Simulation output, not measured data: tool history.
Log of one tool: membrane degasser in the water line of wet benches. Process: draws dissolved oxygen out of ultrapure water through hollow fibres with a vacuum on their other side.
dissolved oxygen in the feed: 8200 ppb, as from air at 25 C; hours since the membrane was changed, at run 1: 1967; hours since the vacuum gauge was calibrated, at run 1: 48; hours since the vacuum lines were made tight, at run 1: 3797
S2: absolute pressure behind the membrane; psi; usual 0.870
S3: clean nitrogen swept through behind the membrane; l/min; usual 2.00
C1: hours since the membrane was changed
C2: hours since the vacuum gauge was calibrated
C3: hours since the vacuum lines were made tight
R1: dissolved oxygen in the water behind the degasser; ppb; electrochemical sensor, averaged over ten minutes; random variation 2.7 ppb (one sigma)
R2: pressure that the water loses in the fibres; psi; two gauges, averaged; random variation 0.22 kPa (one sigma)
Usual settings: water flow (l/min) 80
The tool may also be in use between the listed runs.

run 1 hour=0.0 | water_flow_(l/min)=80 S2=0.870 S3=2.00 | C1=1967 C2=48 C3=3797 | R1=266.3 R2=7.715
run 2 hour=33.6 | water_flow_(l/min)=80 S2=0.870 S3=2.00 | C1=2001 C2=81 C3=3831 | R1=269.0 R2=7.703
run 3 hour=71.1 | water_flow_(l/min)=80 S2=0.870 S3=2.00 | C1=2039 C2=119 C3=3868 | R1=272.6 R2=7.683
run 4 hour=133.2 | water_flow_(l/min)=80 S2=0.870 S3=5.57 | C1=2101 C2=181 C3=3930 | R1=142.6 R2=7.667
run 5 hour=191.9 | water_flow_(l/min)=80 S2=0.870 S3=5.57 | C1=2159 C2=240 C3=3989 | R1=142.7 R2=7.620
run 6 hour=244.5 | water_flow_(l/min)=80 S2=0.870 S3=5.57 | C1=2212 C2=292 C3=4041 | R1=141.1 R2=7.680
run 7 hour=288.0 | water_flow_(l/min)=80 S2=0.870 S3=5.57 | C1=2255 C2=336 C3=4085 | R1=143.4 R2=7.590
run 8 hour=348.7 | water_flow_(l/min)=80 S2=0.870 S3=5.57 | C1=2316 C2=396 C3=4146 | R1=139.9 R2=7.551
run 9 hour=403.1 | water_flow_(l/min)=80 S2=0.690 S3=2.00 | C1=2371 C2=451 C3=4200 | R1=171.1 R2=7.597
run 10 hour=462.8 | water_flow_(l/min)=80 S2=0.695 S3=2.00 | C1=2430 C2=510 C3=4260 | R1=173.4 R2=7.580
run 11 hour=516.0 | water_flow_(l/min)=80 S2=0.870 S3=2.00 | C1=2483 C2=564 C3=4313 | R1=266.2 R2=7.597
run 12 hour=568.3 | water_flow_(l/min)=65 S2=0.870 S3=2.00 | C1=2536 C2=616 C3=4365 | R1=214.5 R2=6.190
run 13 hour=616.7 | water_flow_(l/min)=65 S2=0.870 S3=2.00 | C1=2584 C2=664 C3=4414 | R1=216.5 R2=6.150
run 14 hour=650.1 | water_flow_(l/min)=65 S2=0.870 S3=2.00 | C1=2618 C2=698 C3=4447 | R1=216.0 R2=6.174
run 15 hour=699.2 | water_flow_(l/min)=65 S2=0.870 S3=2.00 | C1=2667 C2=747 C3=4496 | R1=218.0 R2=6.160
run 16 hour=761.2 | water_flow_(l/min)=64 S2=0.870 S3=4.55 | C1=2729 C2=809 C3=4558 | R1=116.2 R2=6.038

Forecast run 17:
run 17 hour=797.6 | water_flow_(l/min)=55 S2=0.555 S3=2.00 | C1=2765 C2=845 C3=4595 | R1=? R2=?

R1: 53.6 ppb
R2: 5.246 psi
Without the tool's hidden state the same run would have given R1 53.5 ppb, R2 5.350 psi.
